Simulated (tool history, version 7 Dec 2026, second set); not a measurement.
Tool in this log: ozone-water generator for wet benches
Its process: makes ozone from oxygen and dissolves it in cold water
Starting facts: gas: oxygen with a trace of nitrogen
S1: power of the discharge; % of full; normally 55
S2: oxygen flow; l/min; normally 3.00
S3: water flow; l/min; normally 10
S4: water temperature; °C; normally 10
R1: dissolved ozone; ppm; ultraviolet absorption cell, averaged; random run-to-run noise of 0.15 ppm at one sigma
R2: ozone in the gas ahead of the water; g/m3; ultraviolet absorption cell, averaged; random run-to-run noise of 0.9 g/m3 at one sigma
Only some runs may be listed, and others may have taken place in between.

run,hour,S1,S2,S3,S4,R1,R2
1,0.0,55,3.00,10,10,18.2,150.4
2,24.2,55,3.00,10,10,18.3,150.2
3,53.8,55,3.00,10,10,18.1,151.4
4,104.8,55,3.00,12,10,15.7,149.0
5,151.3,55,3.00,12,10,15.9,151.5
6,178.9,55,3.00,10,10,18.0,149.2
7,223.0,55,3.00,10,10,18.3,149.3
8,255.7,55,3.00,9,10,19.6,150.3
9,278.1,55,3.00,9,10,19.8,150.2
10,314.5,55,3.00,10,10,18.1,147.7
11,360.9,55,3.00,10,10,18.3,151.1
12,383.1,55,3.00,10,10,17.9,151.1
13,422.1,48,3.00,10,10,16.8,139.9
14,474.4,92,3.00,10,10,23.6,196.7
15,524.6,55,3.00,10,10,18.1,148.6
16,561.6,55,3.00,10,10,18.1,151.1
17,591.7,46,3.00,13,6,14.1,135.8
18,624.0,61,3.06,13,7,16.3,157.2
19,669.6,95,3.00,11,10,22.5,199.2
20,716.0,43,2.97,14,9,12.5,132.1
21,756.0,43,4.41,14,5,14.3,111.0
22,782.4,55,3.00,10,6,19.1,149.4
23,824.3,55,3.00,10,6,19.1,150.4
24,865.1,55,3.00,10,14,17.3,148.3
25,916.2,55,3.00,10,14,17.0,148.6
26,959.0,55,3.00,10,14,16.9,150.8
27,991.7,55,2.88,6,5,27.7,151.7
28,1025.3,65,3.77,9,6,23.3,150.0
29,1070.4,96,3.00,10,13,23.5,201.5
30,1094.9,96,3.00,10,13,23.3,200.1
31,1124.2,96,3.00,10,13,23.3,200.5
32,1163.2,53,3.00,10,12,17.6,147.8

Forecast each of these 5 alternatives for the next run:
A,1186.0,52,2.40,11,12,?,?
B,1186.0,57,4.48,10,12,?,?
C,1186.0,50,3.19,10,12,?,?
D,1186.0,55,5.21,10,10,?,?
E,1186.0,62,3.00,12,12,?,?

run,R1,R2
A,15.2,159.5
B,18.7,129.1
C,17.1,140.7
D,19.2,120.4
E,16.2,159.5
What these runs would have given with no unlogged condition in the tool:
run,R1,R2
A,15.2,159.6
B,18.7,129.2
C,17.1,140.7
D,19.2,120.4
E,16.2,159.6
